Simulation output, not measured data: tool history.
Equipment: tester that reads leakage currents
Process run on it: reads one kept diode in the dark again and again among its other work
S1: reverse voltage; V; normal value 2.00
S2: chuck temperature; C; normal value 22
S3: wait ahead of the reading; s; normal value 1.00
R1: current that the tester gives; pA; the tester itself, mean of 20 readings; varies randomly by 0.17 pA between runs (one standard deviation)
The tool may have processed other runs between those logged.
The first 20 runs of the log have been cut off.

run    hour     S1  S2    S3      R1
 21  1349.4   4.03  22  0.59   80.36
 22  1443.8   1.39  22  1.00   54.34
 23  1539.3   2.83  51  1.56  614.88
 24  1637.7   2.00  46  0.45  387.41
 25  1696.3   3.39  21  1.00   72.11
 26  1749.2   9.60  22  0.35  123.72
 27  1823.2   2.00  58  1.00  888.70
 28  1917.0   6.53  44  0.47  520.02
 29  1967.9   6.53  44  0.47  524.41
 30  2057.9   6.53  44  0.47  527.94
 31  2129.7   6.53  44  0.47  534.92
 32  2217.2   1.64  40  2.14  245.42
 33  2261.4   1.64  40  2.14  247.16
 34  2318.3   1.64  40  2.14  249.72
     2369.8  -- chuck's temperature calibrated
 35  2412.7  19.02  40  9.10  510.31
 36  2483.0  18.75  48  9.10  890.22
 37  2554.4  14.26  42  1.95  535.34
 38  2603.6   1.29  22  1.00   48.48
 39  2657.4  10.81  26  1.00  157.44

Here are 3 independent what-if runs from the current tool condition. What would each one return?
  A  2707.3  17.75  26  0.35   ?
  B  2707.3   2.43  24  2.48   ?
  C  2707.3   2.00  21  1.00   ?

run      R1
  A  207.28
  B   73.01
  C   54.07
Without the tool's hidden state the same runs would have given:
run      R1
  A  166.26
  B   65.93
  C   48.40
